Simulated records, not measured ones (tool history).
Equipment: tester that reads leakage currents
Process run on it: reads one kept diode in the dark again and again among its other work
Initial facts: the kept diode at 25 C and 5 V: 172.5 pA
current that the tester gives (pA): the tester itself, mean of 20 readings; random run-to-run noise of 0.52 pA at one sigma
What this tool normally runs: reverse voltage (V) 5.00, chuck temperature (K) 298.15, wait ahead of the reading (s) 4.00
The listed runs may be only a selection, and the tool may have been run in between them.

run    hour  reverse voltage (V)  chuck temperature (K)  wait ahead of the reading (s)  current that the tester gives (pA)
  1     0.0                 5.00                 298.15                           4.00                              207.35
  2   211.9                 5.00                 298.15                           4.00                              209.68
      264.4  -- probe card cleaned and baked
      305.9  -- chuck's temperature calibrated
  3   361.5                 5.00                 322.15                           4.00                             1140.40
  4   572.5                 5.00                 322.15                           4.00                             1147.32
  5   770.7                 5.00                 322.15                           4.00                             1154.88
  6  1000.3                 5.00                 322.15                           4.00                             1166.69
  7  1216.9                 5.00                 298.15                           4.00                              183.27
  8  1414.5                 5.00                 298.15                           0.62                              184.65
  9  1684.4                 3.68                 298.15                           4.00                              161.06
     1758.7  -- probe card cleaned and baked, once more
 10  1845.8                 3.68                 298.15                           4.00                              160.36
 11  1971.4                 3.68                 298.15                           4.00                              160.47
 12  2115.6                 3.68                 298.15                           4.00                              161.94
 13  2363.3                 5.00                 298.15                           4.00                              189.10
 14  2527.6                 5.00                 298.15                           0.43                              191.01
 15  2788.8                14.55                 298.15                           0.43                              319.94
 16  2943.9                14.55                 298.15                           0.43                              322.13
 17  3193.5                 5.00                 298.15                           4.00                              196.83

Run 18 is up next; what results do you expect?
 18  3320.8                 5.00                 309.15                           4.00                                   ?

current that the tester gives (pA): 480.70
Take away the tool's hidden state, keep the run-to-run variation as it was, and the same run would have given current that the tester gives (pA) 423.87.
